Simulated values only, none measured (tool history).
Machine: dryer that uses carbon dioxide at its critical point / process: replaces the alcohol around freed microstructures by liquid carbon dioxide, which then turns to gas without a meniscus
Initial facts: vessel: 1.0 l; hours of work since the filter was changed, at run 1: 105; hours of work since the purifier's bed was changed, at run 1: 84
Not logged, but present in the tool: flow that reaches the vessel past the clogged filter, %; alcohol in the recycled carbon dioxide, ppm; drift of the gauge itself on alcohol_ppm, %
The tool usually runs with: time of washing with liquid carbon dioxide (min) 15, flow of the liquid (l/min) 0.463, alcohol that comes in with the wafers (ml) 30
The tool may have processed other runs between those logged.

run     day  time of washing with liquid carbon dioxide (min)  flow of the liquid (l/min)  alcohol that comes in with the wafers (ml)  hours of work since the filter was changed  hours of work since the purifier's bed was changed  alcohol left in the vessel before it's heated (ppm by volume)
  1       0                                                15                       0.463                                          30                                         105                                                  84                                                             70
  2   1.229                                                15                       0.463                                          30                                         119                                                  99                                                             79
  3   2.208                                                15                       0.463                                          30                                         131                                                 110                                                             84
  4   2.825                                                15                       0.463                                          30                                         138                                                 117                                                             74
  5   3.671                                                15                       0.698                                          30                                         148                                                 127                                                             34
  6   4.312                                                12                       0.463                                          30                                         155                                                 134                                                            207
  7   5.133                                                13                       0.463                                          30                                         165                                                 144                                                            171
  8   5.871                                                15                       0.281                                          30                                         173                                                 152                                                            676
  9   6.925                                                15                       0.281                                          30                                         185                                                 165                                                            691
 10   8.188                                                15                       0.281                                          30                                         200                                                 179                                                            681
 11   9.008                                                15                       0.281                                          30                                         210                                                 189                                                            705
     10.042  -- inlet filter changed
 12  10.183                                                15                       0.281                                          30                                           2                                                 202                                                            567
 13  10.938                                                15                       0.463                                          30                                          10                                                 211                                                            102
 14  11.825                                                15                       0.463                                          30                                          21                                                 221                                                             98
 15  12.804                                                15                       0.463                                          71                                          32                                                 232                                                            153
 16  13.404                                                15                       0.399                                          30                                          39                                                 239                                                            166
 17  13.933                                                15                       0.463                                          78                                          45                                                 245                                                            181
 18  14.888                                                15                       0.463                                          25                                          56                                                 256                                                            103
 19  15.571                                                15                       0.463                                          25                                          64                                                 264                                                            107
 20  16.325                                                15                       0.463                                          25                                          73                                                 273                                                            117
 21  16.967                                                15                       0.463                                          30                                          80                                                 280                                                            117
 22  17.996                                                23                       0.463                                          30                                          92                                                 292                                                             79
 23  19.221                                                23                       0.463                                          30                                         106                                                 307                                                             91
 24  20.075                                                15                       0.783                                          30                                         116                                                 316                                                             90
 25  20.992                                                15                       0.783                                          30                                         127                                                 327                                                             86
 26  22.167                                                14                       0.622                                          55                                         140                                                 341                                                            106
 27  23.242                                                14                       0.499                                          95                                         153                                                 353                                                            250
 28  24.154                                                14                       0.678                                          57                                         163                                                 364                                                            113
 29  24.996                                                20                       0.579                                         119                                         173                                                 373                                                             97
 30  26.188                                                21                       0.517                                          30                                         187                                                 387                                                            108
 31  27.429                                                21                       0.517                                          30                                         201                                                 402                                                            111
 32  28.012                                                21                       0.517                                          30                                         208                                                 408                                                            112
 33  28.788                                                13                       0.463                                          30                                         217                                                 417                                                            245
     29.158  -- inlet filter changed
 34  29.621                                                23                       0.622                                          31                                           5                                                 426                                                            119
 35  30.542                                                20                       0.383                                          30                                          16                                                 437                                                            131
 36  31.067                                                19                       0.353                                          49                                          22                                                 443                                                            204
 37  32.254                                                15                       0.282                                          30                                          36                                                 457                                                            632
 38  33.112                                                15                       0.282                                          30                                          46                                                 467                                                            649
 39  34.267                                                10                       0.539                                          30                                          59                                                 480                                                            324
 40    34.9                                                18                       0.539                                          30                                          66                                                 488                                                            139
 41  35.579                                                19                       0.614                                          48                                          74                                                 496                                                            126
 42  36.712                                                15                       0.614                                         117                                          87                                                 509                                                            165
 43  37.438                                                15                       0.548                                          32                                          96                                                 517                                                            150
 44  38.296                                                10                       0.421                                         105                                         106                                                 527                                                           2181
 45  38.938                                                10                       0.732                                          74                                         113                                                 534                                                            225
 46  40.171                                                15                       0.563                                          49                                         128                                                 549                                                            167
 47  41.075                                                13                       0.463                                          30                                         138                                                 559                                                            280

For each run, the measured value with the value that run would have given without the tool's hidden condition subtracted. The run-to-run variation is shared by both, the gauge scatter possibly not:
run  alcohol left in the vessel before it's heated (ppm by volume)
  1                                                            +30
  2                                                            +35
  3                                                            +39
  4                                                            +41
  5                                                            +32
  6                                                            +76
  7                                                            +69
  8                                                           +170
  9                                                           +184
 10                                                           +192
 11                                                           +209
 12                                                            +60
 13                                                            +56
 14                                                            +59
 15                                                            +68
 16                                                            +70
 17                                                            +75
 18                                                            +71
 19                                                            +71
 20                                                            +76
 21                                                            +79
 22                                                            +75
 23                                                            +79
 24                                                            +81
 25                                                            +83
 26                                                            +91
 27                                                           +134
 28                                                           +100
 29                                                            +97
 30                                                            +99
 31                                                           +105
 32                                                           +106
 33                                                           +152
 34                                                           +110
 35                                                           +114
 36                                                           +120
 37                                                           +141
 38                                                           +153
 39                                                           +144
 40                                                           +126
 41                                                           +125
 42                                                           +137
 43                                                           +135
 44                                                           +410
 45                                                           +157
 46                                                           +150
 47                                                           +173
